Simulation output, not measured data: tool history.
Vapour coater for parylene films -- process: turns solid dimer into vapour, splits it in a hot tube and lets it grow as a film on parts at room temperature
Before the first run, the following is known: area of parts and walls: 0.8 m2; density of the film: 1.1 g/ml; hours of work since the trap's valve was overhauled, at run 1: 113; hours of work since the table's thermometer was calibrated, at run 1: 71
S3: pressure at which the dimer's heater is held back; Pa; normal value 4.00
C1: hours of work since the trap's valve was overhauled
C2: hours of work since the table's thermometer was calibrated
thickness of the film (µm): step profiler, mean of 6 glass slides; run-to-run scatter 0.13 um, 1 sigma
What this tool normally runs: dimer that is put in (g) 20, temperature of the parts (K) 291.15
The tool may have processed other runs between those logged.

{"run": 1, "hour": 0.0, "dimer that is put in (g)": 20, "temperature of the parts (K)": 291.15, "S3": 4.0, "C1": 113, "C2": 71, "thickness of the film (µm)": 15.3}
{"run": 2, "hour": 60.1, "dimer that is put in (g)": 20, "temperature of the parts (K)": 291.15, "S3": 4.0, "C1": 145, "C2": 102, "thickness of the film (µm)": 15.39}
{"run": 3, "hour": 120.8, "dimer that is put in (g)": 20, "temperature of the parts (K)": 291.15, "S3": 4.0, "C1": 176, "C2": 133, "thickness of the film (µm)": 15.1}
{"run": 4, "hour": 163.8, "dimer that is put in (g)": 17, "temperature of the parts (K)": 291.15, "S3": 4.0, "C1": 198, "C2": 156, "thickness of the film (µm)": 12.43}
{"run": 5, "hour": 195.5, "dimer that is put in (g)": 17, "temperature of the parts (K)": 291.15, "S3": 4.0, "C1": 215, "C2": 172, "thickness of the film (µm)": 12.38}
{"run": 6, "hour": 246.2, "dimer that is put in (g)": 17, "temperature of the parts (K)": 291.15, "S3": 4.0, "C1": 241, "C2": 198, "thickness of the film (µm)": 12.37}
{"run": 7, "hour": 290.3, "dimer that is put in (g)": 20, "temperature of the parts (K)": 291.15, "S3": 5.05, "C1": 264, "C2": 221, "thickness of the film (µm)": 14.02}

Predict the results of run 8:
{"run": 8, "hour": 329.4, "dimer that is put in (g)": 20, "temperature of the parts (K)": 296.15, "S3": 6.34, "C1": 284, "C2": 242, "thickness of the film (µm)": "?"}

{"run 8": {"thickness of the film (µm)": 10.55}}
The same run, on a tool lacking any hidden state, would have yielded thickness of the film (µm) 11.76.

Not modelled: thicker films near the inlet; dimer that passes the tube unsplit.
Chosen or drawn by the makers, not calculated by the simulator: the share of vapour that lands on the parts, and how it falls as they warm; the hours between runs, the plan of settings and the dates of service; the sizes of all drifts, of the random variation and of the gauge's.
